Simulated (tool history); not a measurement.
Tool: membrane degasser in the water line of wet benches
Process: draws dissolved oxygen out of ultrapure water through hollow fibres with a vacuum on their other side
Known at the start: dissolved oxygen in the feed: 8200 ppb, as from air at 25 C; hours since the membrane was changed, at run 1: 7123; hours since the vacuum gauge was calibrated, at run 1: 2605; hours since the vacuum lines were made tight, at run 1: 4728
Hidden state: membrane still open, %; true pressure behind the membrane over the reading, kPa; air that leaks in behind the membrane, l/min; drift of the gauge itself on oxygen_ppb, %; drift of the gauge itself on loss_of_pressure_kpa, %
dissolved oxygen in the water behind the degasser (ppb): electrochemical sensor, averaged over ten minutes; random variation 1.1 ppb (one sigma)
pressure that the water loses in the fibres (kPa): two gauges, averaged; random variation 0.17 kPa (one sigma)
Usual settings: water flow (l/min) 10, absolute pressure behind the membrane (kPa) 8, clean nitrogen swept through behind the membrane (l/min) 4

run	hour	water flow (l/min)	absolute pressure behind the membrane (kPa)	clean nitrogen swept through behind the membrane (l/min)	hours since the membrane was changed	hours since the vacuum gauge was calibrated	hours since the vacuum lines were made tight	dissolved oxygen in the water behind the degasser (ppb)	pressure that the water loses in the fibres (kPa)
1	0	10	8	4	7123	2605	4728	105.1	25.3
# hour 196.4: seals of the vacuum lines changed
2	281.6	10	8	4	7403	2884	85	103.4	25.29
3	494.2	10	8	4	7615	3097	298	103.2	25.29
4	699	10	8	4	7820	3302	503	103.3	25.28
5	940.6	10	8	4	8062	3543	744	103.2	25.14
6	1132	10	8	4	8253	3735	936	102.7	25.23
7	1424.2	10	8	4.65	8545	4027	1228	98.8	25.4
# hour 1475.3: vacuum gauge calibrated
8	1688.9	10	8	4	8810	214	1492	103.6	25.16
9	1911.1	10	8	4	9032	436	1714	102.1	25.27
10	2098.2	10	8	4	9219	623	1901	101.9	25.35
11	2319.7	10	8	4	9440	844	2123	101.7	25.38
12	2502.7	10	8	4	9623	1027	2306	102.8	25.57
13	2740.8	10	11.77	4	9861	1266	2544	127.2	25
14	2936.5	10	11.77	4	10057	1461	2740	127.2	25.18
15	3140	10	11.77	4	10261	1665	2943	126.9	25.3
16	3340.7	10	8	4	10461	1865	3144	104.7	25.33
17	3499.6	10	8	4	10620	2024	3303	105.5	25.4
18	3780.8	10	5.94	4	10901	2305	3584	92.3	25.46
19	3994.5	10	5.94	4	11115	2519	3798	92.5	25.25
20	4121.7	10	5.94	4	11242	2646	3925	91.8	24.98
21	4245.5	10	8	1.64	11366	2770	4049	143.6	25.27
22	4433.9	9	8	3.33	11555	2959	4237	88	22.83
23	4622.8	6	8	2.79	11743	3147	4426	42.8	15.34
24	4828.6	10	8.15	10.12	11949	3353	4632	86.8	25.76
25	5024.7	14	8.15	10.12	12145	3549	4828	175.3	35.42
# hour 5103.1: seals of the vacuum lines changed
26	5157.9	6	18.27	8.76	12277	3681	55	42.9	15.35
27	5296.4	6	18.27	8.76	12415	3819	193	42.5	15.06
# hour 5548.2: vacuum gauge calibrated
# hour 5565.4: membrane cartridge changed
28	5574.3	10	18.27	6.3	9	22	467	130.8	25.06
29	5749.9	10	4.86	1.75	184	198	642	97.4	25.49
30	5893.2	10	5.96	4	328	341	786	90.9	25.43
31	6135.9	9	5.96	9.35	570	584	1028	63.8	23.04

3 ways to go on from here, each from the tool as it stands after run 31. What would each give?
A	6422.6	7	5.96	9.35	857	870	1315	?	?
B	6422.6	8	5.05	2.27	857	870	1315	?	?
C	6422.6	10	10.18	4	857	870	1315	?	?

run	dissolved oxygen in the water behind the degasser (ppb)	pressure that the water loses in the fibres (kPa)
A	32.4	17.75
B	56.9	20.25
C	117	25.05
Without the tool's hidden state the same runs would have given:
run	dissolved oxygen in the water behind the degasser (ppb)	pressure that the water loses in the fibres (kPa)
A	32.4	17.75
B	56.9	20.25
C	117	25.05
